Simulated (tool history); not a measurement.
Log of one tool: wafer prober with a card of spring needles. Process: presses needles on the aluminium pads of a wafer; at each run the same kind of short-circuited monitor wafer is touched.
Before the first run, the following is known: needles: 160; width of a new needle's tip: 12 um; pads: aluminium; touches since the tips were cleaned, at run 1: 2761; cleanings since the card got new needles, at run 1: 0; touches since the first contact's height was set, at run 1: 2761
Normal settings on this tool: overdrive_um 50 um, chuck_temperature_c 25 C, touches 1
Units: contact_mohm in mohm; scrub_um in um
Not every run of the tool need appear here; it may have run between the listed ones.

run   hour  overdrive_um  chuck_temperature_c  touches  touches since the tips were cleaned  cleanings since the card got new needles  touches since the first contact's height was set  contact_mohm  scrub_um
  1    0.0            50                   25        1                                 2761                                         0                                              2761           196     13.26
  2   17.7            50                   25        1                                 6826                                         0                                              6826           196     13.25
      22.6  -- tips cleaned on abrasive film
  3   30.6            50                   25        1                                 1837                                         1                                              9745           194     13.21
  4   43.6            50                   25        1                                 4809                                         1                                             12717           197     13.17
      57.9  -- tips cleaned on abrasive film
  5   65.5            50                   25        1                                 1755                                         2                                             17722           193     13.14
  6   82.4            50                   25        1                                 5630                                         2                                             21597           193     13.31
      92.6  -- tips cleaned on abrasive film
  7   92.6            41                   25        1                                    0                                         3                                             23897           200     10.83
  8  113.9            41                   25        1                                 4884                                         3                                             28781           200     10.82
     128.1  -- tips cleaned on abrasive film
  9  136.8            41                   25        1                                 2010                                         4                                             34008           193     10.82
 10  157.9            41                   25        1                                 6838                                         4                                             38836           197     10.88
     162.8  -- tips cleaned on abrasive film
 11  168.4            50                   25        3                                 1267                                         5                                             41205           191     13.28
 12  186.1            50                   25        3                                 5334                                         5                                             45272           195     13.22
 13  196.2            50                   25        3                                 7632                                         5                                             47570           196     13.17
     198.1  -- tips cleaned on abrasive film
 14  219.7            43                   61        1                                 4940                                         6                                             52943           202     11.35
     233.7  -- tips cleaned on abrasive film
 15  244.2            66                   52        2                                 2411                                         7                                             58538           201     17.37
 16  265.4            40                   53        2                                 7249                                         7                                             63376           199     10.58
     270.0  -- tips cleaned on abrasive film
 17  276.6            50                   25        1                                 1507                                         8                                             65919           191     13.19

Run 18, settings as shown, results not yet in. Your forecast:
 18  293.5            50                   25        1                                 5384                                         8                                             69796             ?         ?

{"run 18": {"contact_mohm": 191, "scrub_um": 13.23}}
Without the tool's hidden state the same run would have given contact_mohm 191 mohm, scrub_um 13.23 um.

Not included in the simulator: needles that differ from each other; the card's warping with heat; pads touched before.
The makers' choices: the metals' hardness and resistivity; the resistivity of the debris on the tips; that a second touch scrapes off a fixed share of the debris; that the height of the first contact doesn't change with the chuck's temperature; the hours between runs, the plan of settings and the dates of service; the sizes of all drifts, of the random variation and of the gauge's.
